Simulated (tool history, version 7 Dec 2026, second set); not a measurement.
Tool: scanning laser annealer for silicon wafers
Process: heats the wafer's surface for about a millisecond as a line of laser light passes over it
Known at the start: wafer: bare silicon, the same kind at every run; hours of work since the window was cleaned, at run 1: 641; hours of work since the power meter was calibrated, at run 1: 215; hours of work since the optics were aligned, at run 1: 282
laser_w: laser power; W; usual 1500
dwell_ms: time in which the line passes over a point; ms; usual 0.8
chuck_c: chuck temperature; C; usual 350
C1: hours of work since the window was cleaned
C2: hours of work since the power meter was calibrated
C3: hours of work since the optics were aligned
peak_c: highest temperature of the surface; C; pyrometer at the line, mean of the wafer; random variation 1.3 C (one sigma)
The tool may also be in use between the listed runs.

{"run": 1, "day": 0.0, "laser_w": 1500, "dwell_ms": 0.8, "chuck_c": 350, "C1": 641, "C2": 215, "C3": 282, "peak_c": 1110}
{"run": 2, "day": 0.65, "laser_w": 1500, "dwell_ms": 0.8, "chuck_c": 350, "C1": 652, "C2": 227, "C3": 294, "peak_c": 1109}
{"run": 3, "day": 1.317, "laser_w": 1500, "dwell_ms": 0.587, "chuck_c": 350, "C1": 663, "C2": 238, "C3": 305, "peak_c": 998}
{"run": 4, "day": 2.033, "laser_w": 1500, "dwell_ms": 0.587, "chuck_c": 350, "C1": 676, "C2": 251, "C3": 318, "peak_c": 996}
{"run": 5, "day": 2.654, "laser_w": 1298, "dwell_ms": 0.587, "chuck_c": 350, "C1": 686, "C2": 261, "C3": 328, "peak_c": 897}
{"run": 6, "day": 3.138, "laser_w": 1500, "dwell_ms": 0.706, "chuck_c": 350, "C1": 695, "C2": 270, "C3": 337, "peak_c": 1059}
{"run": 7, "day": 3.829, "laser_w": 1500, "dwell_ms": 0.706, "chuck_c": 350, "C1": 707, "C2": 282, "C3": 349, "peak_c": 1058}
{"day": 4.167, "done": "window over the wafer cleaned"}
{"run": 8, "day": 4.875, "laser_w": 1649, "dwell_ms": 0.8, "chuck_c": 350, "C1": 12, "C2": 298, "C3": 365, "peak_c": 1189}
{"run": 9, "day": 5.467, "laser_w": 1649, "dwell_ms": 0.8, "chuck_c": 350, "C1": 22, "C2": 308, "C3": 375, "peak_c": 1190}
{"run": 10, "day": 5.858, "laser_w": 1550, "dwell_ms": 0.76, "chuck_c": 311, "C1": 29, "C2": 315, "C3": 382, "peak_c": 1070}
{"run": 11, "day": 6.738, "laser_w": 1550, "dwell_ms": 0.76, "chuck_c": 311, "C1": 44, "C2": 330, "C3": 397, "peak_c": 1072}
{"run": 12, "day": 7.212, "laser_w": 1447, "dwell_ms": 0.994, "chuck_c": 311, "C1": 53, "C2": 339, "C3": 406, "peak_c": 1118}
{"run": 13, "day": 7.646, "laser_w": 1557, "dwell_ms": 0.566, "chuck_c": 350, "C1": 60, "C2": 346, "C3": 413, "peak_c": 1005}
{"day": 8.329, "done": "window over the wafer cleaned, once more"}
{"run": 14, "day": 8.529, "laser_w": 1500, "dwell_ms": 0.638, "chuck_c": 384, "C1": 3, "C2": 360, "C3": 427, "peak_c": 1069}
{"run": 15, "day": 9.25, "laser_w": 1386, "dwell_ms": 0.676, "chuck_c": 319, "C1": 16, "C2": 372, "C3": 439, "peak_c": 964}
{"run": 16, "day": 10.042, "laser_w": 1500, "dwell_ms": 0.655, "chuck_c": 350, "C1": 30, "C2": 386, "C3": 453, "peak_c": 1046}

Forecast each of these 5 alternatives for the next run:
{"run": "A", "day": 10.975, "laser_w": 1500, "dwell_ms": 0.712, "chuck_c": 350, "C1": 46, "C2": 402, "C3": 469, "peak_c": "?"}
{"run": "B", "day": 10.975, "laser_w": 1613, "dwell_ms": 0.876, "chuck_c": 368, "C1": 46, "C2": 402, "C3": 469, "peak_c": "?"}
{"run": "C", "day": 10.975, "laser_w": 1410, "dwell_ms": 0.884, "chuck_c": 386, "C1": 46, "C2": 402, "C3": 469, "peak_c": "?"}
{"run": "D", "day": 10.975, "laser_w": 1592, "dwell_ms": 0.807, "chuck_c": 337, "C1": 46, "C2": 402, "C3": 469, "peak_c": "?"}
{"run": "E", "day": 10.975, "laser_w": 1500, "dwell_ms": 0.91, "chuck_c": 350, "C1": 46, "C2": 402, "C3": 469, "peak_c": "?"}

run=A peak_c=1075
run=B peak_c=1248
run=C peak_c=1141
run=D peak_c=1166
run=E peak_c=1174
Without the tool's hidden state the same runs would have given:
run=A peak_c=1081
run=B peak_c=1255
run=C peak_c=1147
run=D peak_c=1172
run=E peak_c=1181
